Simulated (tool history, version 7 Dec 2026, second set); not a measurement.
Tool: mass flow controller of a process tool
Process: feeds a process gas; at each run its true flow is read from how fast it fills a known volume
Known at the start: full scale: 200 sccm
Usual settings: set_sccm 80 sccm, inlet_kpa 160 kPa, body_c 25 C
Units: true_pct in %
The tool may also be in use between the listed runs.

| run | hour | set_sccm | inlet_kpa | body_c | true_pct |
|---|---|---|---|---|---|
| 1 | 0.0 | 80 | 160 | 25 | 98.63 |
| 2 | 166.0 | 80 | 160 | 25 | 98.45 |
| 3 | 369.5 | 80 | 160 | 25 | 98.54 |
| 4 | 530.4 | 80 | 160 | 25 | 98.44 |
| 5 | 627.3 | 80 | 160 | 25 | 98.35 |
| 6 | 745.1 | 80 | 160 | 25 | 98.39 |
| 7 | 880.8 | 80 | 233 | 25 | 98.32 |
|  | 895.5 | controller's zero set anew |
| 8 | 1017.2 | 80 | 160 | 25 | 98.46 |
| 9 | 1200.0 | 44 | 171 | 38 | 99.74 |
| 10 | 1296.2 | 44 | 171 | 38 | 100.04 |

Forecast run 11:
|  | 1384.5 | controller's zero set anew, once more |
| 11 | 1407.8 | 68 | 147 | 25 | ? |

{"run 11": {"true_pct": 97.51}}
Without the tool's hidden state the same run would have given true_pct 98.74 %.
